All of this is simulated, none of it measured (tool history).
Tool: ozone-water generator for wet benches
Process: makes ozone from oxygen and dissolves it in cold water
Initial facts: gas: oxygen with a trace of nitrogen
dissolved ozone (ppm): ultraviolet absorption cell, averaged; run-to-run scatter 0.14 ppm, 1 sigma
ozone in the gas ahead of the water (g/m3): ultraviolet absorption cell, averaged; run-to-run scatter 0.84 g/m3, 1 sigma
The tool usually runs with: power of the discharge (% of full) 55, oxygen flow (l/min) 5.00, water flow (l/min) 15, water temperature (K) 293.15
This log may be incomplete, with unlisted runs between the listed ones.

run	hour	power of the discharge (% of full)	oxygen flow (l/min)	water flow (l/min)	water temperature (K)	dissolved ozone (ppm)	ozone in the gas ahead of the water (g/m3)
1	0.0	55	5.00	15	293.15	17.0	132.4
2	39.3	55	5.00	15	293.15	17.1	133.6
3	65.5	55	5.00	15	293.15	16.9	136.0
4	92.2	55	5.00	15	293.15	17.0	133.1
5	112.1	55	5.00	15	293.15	17.2	133.5
6	146.5	55	5.00	15	293.15	16.9	133.8
7	186.6	65	5.00	15	293.15	18.7	148.9
8	215.6	65	5.00	15	293.15	18.8	147.0
9	257.1	65	5.00	15	293.15	18.8	146.1
10	299.5	55	5.00	15	293.15	17.0	132.8
11	335.3	55	5.00	15	293.15	16.9	132.6
12	367.7	55	5.00	15	293.15	17.0	134.2
13	407.3	55	5.00	15	293.15	17.1	133.6
14	434.8	55	5.00	15	293.15	16.9	133.8
15	468.6	55	5.00	15	288.15	18.6	134.6
16	487.1	55	5.00	15	288.15	18.7	133.2
17	525.7	79	8.75	21	293.15	16.3	124.9
18	566.1	81	2.50	13	292.15	22.7	232.3
19	594.4	81	2.50	13	292.15	23.1	234.0
20	622.6	81	2.50	13	292.15	23.0	231.8
21	656.5	81	8.91	10	292.15	25.2	127.5
22	678.5	43	5.00	15	293.15	15.1	116.3
23	711.8	64	3.25	11	293.15	22.7	179.3
24	737.2	55	5.00	15	289.15	18.4	134.8
25	764.8	55	5.00	11	289.15	22.1	134.6
26	807.4	55	5.00	11	289.15	22.3	132.0
27	835.1	55	5.00	11	289.15	22.0	133.6
# hour 863.4: water thermometer calibrated
28	877.8	76	3.71	14	292.15	21.5	185.6
29	915.5	87	3.96	9	292.15	30.8	194.1
30	956.8	55	5.27	15	293.15	17.1	131.5
31	976.1	43	5.00	15	293.15	15.1	114.6
32	1009.8	43	5.00	15	293.15	14.7	114.9

Here are 5 independent what-if runs from the current tool condition. What would each one return?
A	1051.2	47	5.00	20	297.15	?	?
B	1051.2	43	3.30	15	294.15	?	?
C	1051.2	43	5.00	11	293.15	?	?
D	1051.2	44	6.98	15	293.15	?	?
E	1051.2	55	4.25	9	289.15	?	?

run	dissolved ozone (ppm)	ozone in the gas ahead of the water (g/m3)
A	12.1	121.7
B	14.4	141.5
C	18.0	115.4
D	14.6	100.6
E	24.9	144.3
The same runs, with their run-to-run variation unchanged, on a tool lacking any hidden condition would have given:
run	dissolved ozone (ppm)	ozone in the gas ahead of the water (g/m3)
A	12.1	121.7
B	14.4	141.5
C	18.0	115.5
D	14.6	100.6
E	24.9	144.3
